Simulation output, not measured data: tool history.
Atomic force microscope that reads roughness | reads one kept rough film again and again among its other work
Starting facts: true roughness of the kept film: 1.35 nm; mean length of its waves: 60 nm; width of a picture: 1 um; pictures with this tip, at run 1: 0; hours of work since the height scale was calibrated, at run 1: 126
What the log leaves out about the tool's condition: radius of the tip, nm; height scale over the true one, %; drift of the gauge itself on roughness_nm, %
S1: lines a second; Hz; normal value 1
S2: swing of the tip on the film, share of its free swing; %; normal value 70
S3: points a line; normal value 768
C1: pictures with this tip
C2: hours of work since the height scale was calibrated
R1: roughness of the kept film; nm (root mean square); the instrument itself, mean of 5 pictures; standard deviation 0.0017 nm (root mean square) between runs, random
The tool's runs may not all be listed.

Run 1, hour 0: usual settings; C1 0; C2 126. Result: R1 1.289 nm (root mean square).
Run 2, hour 25.2: usual settings but S1 1.51 Hz; C1 38; C2 143. Result: R1 1.267 nm (root mean square).
At hour 46.7: new tip fitted.
Run 3, hour 54.1: usual settings but S1 1.51 Hz; C1 11; C2 163. Result: R1 1.266 nm (root mean square).
Run 4, hour 79.5: usual settings but S1 0.68 Hz; C1 50; C2 181. Result: R1 1.305 nm (root mean square).
At hour 94.1: new tip fitted.
Run 5, hour 94.1: usual settings but S1 0.68 Hz; C1 0; C2 190. Result: R1 1.305 nm (root mean square).
Run 6, hour 124: usual settings but S1 0.68 Hz; C1 45; C2 211. Result: R1 1.301 nm (root mean square).
Run 7, hour 138.5: usual settings; C1 67; C2 221. Result: R1 1.29 nm (root mean square).
At hour 141.9: new tip fitted.
Run 8, hour 166.2: usual settings but S1 0.5 Hz; C1 36; C2 240. Result: R1 1.314 nm (root mean square).
At hour 188.4: new tip fitted.
Run 9, hour 189.8: usual settings; C1 2; C2 256. Result: R1 1.291 nm (root mean square).
Run 10, hour 220: usual settings but S3 518; C1 48; C2 277. Result: R1 1.289 nm (root mean square).
At hour 234.6: new tip fitted.
Run 11, hour 234.6: usual settings but S3 518; C1 0; C2 287. Result: R1 1.291 nm (root mean square).
Run 12, hour 247.4: usual settings but S3 518; C1 19; C2 295. Result: R1 1.289 nm (root mean square).
Run 13, hour 267.3: usual settings but S3 518; C1 49; C2 309. Result: R1 1.29 nm (root mean square).
At hour 282.7: new tip fitted.
Run 14, hour 296.2: usual settings but S3 624; C1 21; C2 329. Result: R1 1.288 nm (root mean square).
Run 15, hour 314.7: usual settings but S3 624; C1 48; C2 342. Result: R1 1.284 nm (root mean square).
At hour 330.1: new tip fitted.
Run 16, hour 333.9: usual settings but S1 0.56 Hz; C1 6; C2 355. Result: R1 1.308 nm (root mean square).
Run 17, hour 349.9: usual settings; C1 30; C2 366. Result: R1 1.29 nm (root mean square).
Run 18, hour 364.7: usual settings; C1 52; C2 376. Result: R1 1.289 nm (root mean square).
At hour 378.7: new tip fitted.
Run 19, hour 392.3: usual settings; C1 20; C2 395. Result: R1 1.289 nm (root mean square).
Run 20, hour 419.3: usual settings; C1 61; C2 413. Result: R1 1.288 nm (root mean square).
At hour 425.3: new tip fitted.
Run 21, hour 439.1: usual settings but S3 317; C1 21; C2 427. Result: R1 1.285 nm (root mean square).
Run 22, hour 467.5: usual settings but S3 317; C1 64; C2 446. Result: R1 1.286 nm (root mean square).
At hour 472.9: new tip fitted.
Run 23, hour 497.3: usual settings; C1 37; C2 467. Result: R1 1.289 nm (root mean square).
Run 24, hour 517.1: usual settings; C1 67; C2 480. Result: R1 1.29 nm (root mean square).
At hour 520.5: new tip fitted.
Run 25, hour 543.3: usual settings; C1 34; C2 498. Result: R1 1.288 nm (root mean square).
Run 26, hour 561.8: usual settings but S1 0.51 Hz; C1 62; C2 511. Result: R1 1.315 nm (root mean square).
At hour 566.5: new tip fitted.
Run 27, hour 588.4: usual settings but S2 64 %; C1 32; C2 529. Result: R1 1.305 nm (root mean square).
At hour 614.1: new tip fitted.
Run 28, hour 617.5: usual settings but S2 74 %, S3 833; C1 5; C2 549. Result: R1 1.279 nm (root mean square).
Run 29, hour 631.6: usual settings but S1 2.1 Hz, S2 68 %, S3 841; C1 27; C2 558. Result: R1 1.252 nm (root mean square).
At hour 660.8: new tip fitted.
Run 30, hour 662.3: usual settings but S1 3.44 Hz, S2 68 %, S3 841; C1 2; C2 579. Result: R1 1.201 nm (root mean square).
Run 31, hour 686.9: usual settings but S1 2.68 Hz, S2 82 %, S3 841; C1 39; C2 596. Result: R1 1.12 nm (root mean square).
At hour 708.4: new tip fitted.
Run 32, hour 710: usual settings but S1 2.68 Hz, S2 82 %, S3 841; C1 2; C2 612. Result: R1 1.121 nm (root mean square).
Run 33, hour 727.2: usual settings but S2 78 %, S3 1009; C1 28; C2 624. Result: R1 1.266 nm (root mean square).
At hour 755.3: new tip fitted.
Run 34, hour 758.1: usual settings but S2 78 %, S3 325; C1 4; C2 645. Result: R1 1.26 nm (root mean square).
Run 35, hour 787.2: usual settings but S2 85 %, S3 594; C1 48; C2 665. Result: R1 1.236 nm (root mean square).
At hour 801.5: new tip fitted.
Run 36, hour 803.8: usual settings but S2 55 %, S3 611; C1 3; C2 676. Result: R1 1.319 nm (root mean square).
Run 37, hour 834: usual settings but S1 0.91 Hz, S2 80 %; C1 49; C2 697. Result: R1 1.268 nm (root mean square).
At hour 847.6: new tip fitted.
Run 38, hour 852.9: usual settings but S1 0.91 Hz, S2 80 %; C1 7; C2 710. Result: R1 1.265 nm (root mean square).
Run 39, hour 881.8: usual settings but S2 58 %, S3 430; C1 51; C2 730. Result: R1 1.315 nm (root mean square).
At hour 896.3: new tip fitted.
Run 40, hour 902.7: usual settings but S1 1.01 Hz; C1 10; C2 744. Result: R1 1.291 nm (root mean square).
Run 41, hour 921.1: usual settings but S1 1.01 Hz; C1 37; C2 757. Result: R1 1.292 nm (root mean square).
Run 42, hour 938.5: usual settings but S1 0.51 Hz; C1 63; C2 769. Result: R1 1.31 nm (root mean square).
At hour 943.1: new tip fitted.
Run 43, hour 957.1: usual settings but S1 0.61 Hz, S2 61 %, S3 294; C1 21; C2 781. Result: R1 1.321 nm (root mean square).
Run 44, hour 981.4: usual settings but S1 3.41 Hz, S3 689; C1 57; C2 798. Result: R1 1.185 nm (root mean square).
At hour 991: new tip fitted.
Run 45, hour 1001.3: usual settings but S2 63 %, S3 268; C1 15; C2 811. Result: R1 1.303 nm (root mean square).
Run 46, hour 1031.7: usual settings but S1 3.41 Hz; C1 61; C2 832. Result: R1 1.18 nm (root mean square).
At hour 1039.3: new tip fitted.
Run 47, hour 1059.1: usual settings but S2 57 %, S3 914; C1 29; C2 851. Result: R1 1.317 nm (root mean square).
Run 48, hour 1080.4: usual settings but S2 64 %; C1 62; C2 866. Result: R1 1.302 nm (root mean square).
At hour 1086.9: new tip fitted.
Run 49, hour 1108.8: usual settings but S2 64 %; C1 33; C2 885. Result: R1 1.302 nm (root mean square).
At hour 1133.2: new tip fitted.
Run 50, hour 1138.4: usual settings but S1 2.16 Hz, S2 71 %; C1 8; C2 905. Result: R1 1.234 nm (root mean square).

Across each entry between runs, compare the hidden state at the last listed run before it with the hidden state at the first listed run after it:
Run 2 -> run 3: new tip fitted (hour 46.7)
  radius of the tip, nm: 5.2 -> 5.1
Run 4 -> run 5: new tip fitted (hour 94.1)
  radius of the tip, nm: 5.2 -> 5
Run 7 -> run 8: new tip fitted (hour 141.9)
  radius of the tip, nm: 5.3 -> 5.2
Run 8 -> run 9: new tip fitted (hour 188.4)
  radius of the tip, nm: 5.2 -> 5
Run 10 -> run 11: new tip fitted (hour 234.6)
  radius of the tip, nm: 5.2 -> 5; height scale over the true one, %: 0.01 -> 0.02
Run 13 -> run 14: new tip fitted (hour 282.7)
  radius of the tip, nm: 5.2 -> 5.1
Run 15 -> run 16: new tip fitted (hour 330.1)
  radius of the tip, nm: 5.2 -> 5
Run 18 -> run 19: new tip fitted (hour 378.7)
  radius of the tip, nm: 5.2 -> 5.1
Run 20 -> run 21: new tip fitted (hour 425.3)
  radius of the tip, nm: 5.2 -> 5.1
Run 22 -> run 23: new tip fitted (hour 472.9)
  radius of the tip, nm: 5.3 -> 5.1; height scale over the true one, %: 0.02 -> 0.03
Run 24 -> run 25: new tip fitted (hour 520.5)
  radius of the tip, nm: 5.3 -> 5.1
Run 26 -> run 27: new tip fitted (hour 566.5)
  no difference in the tool's unlogged condition between these two runs
Run 27 -> run 28: new tip fitted (hour 614.1)
  radius of the tip, nm: 5.2 -> 5
Run 29 -> run 30: new tip fitted (hour 660.8)
  radius of the tip, nm: 5.1 -> 5
Run 31 -> run 32: new tip fitted (hour 708.4)
  radius of the tip, nm: 5.2 -> 5
Run 33 -> run 34: new tip fitted (hour 755.3)
  radius of the tip, nm: 5.1 -> 5; height scale over the true one, %: 0.03 -> 0.04
Run 35 -> run 36: new tip fitted (hour 801.5)
  radius of the tip, nm: 5.2 -> 5
Run 37 -> run 38: new tip fitted (hour 847.6)
  radius of the tip, nm: 5.2 -> 5
Run 39 -> run 40: new tip fitted (hour 896.3)
  radius of the tip, nm: 5.2 -> 5
Run 42 -> run 43: new tip fitted (hour 943.1)
  radius of the tip, nm: 5.3 -> 5.1
Run 44 -> run 45: new tip fitted (hour 991)
  radius of the tip, nm: 5.3 -> 5.1
Run 46 -> run 47: new tip fitted (hour 1039.3)
  radius of the tip, nm: 5.2 -> 5.1
Run 48 -> run 49: new tip fitted (hour 1086.9)
  radius of the tip, nm: 5.3 -> 5.2
Run 49 -> run 50: new tip fitted (hour 1133.2)
  radius of the tip, nm: 5.2 -> 5

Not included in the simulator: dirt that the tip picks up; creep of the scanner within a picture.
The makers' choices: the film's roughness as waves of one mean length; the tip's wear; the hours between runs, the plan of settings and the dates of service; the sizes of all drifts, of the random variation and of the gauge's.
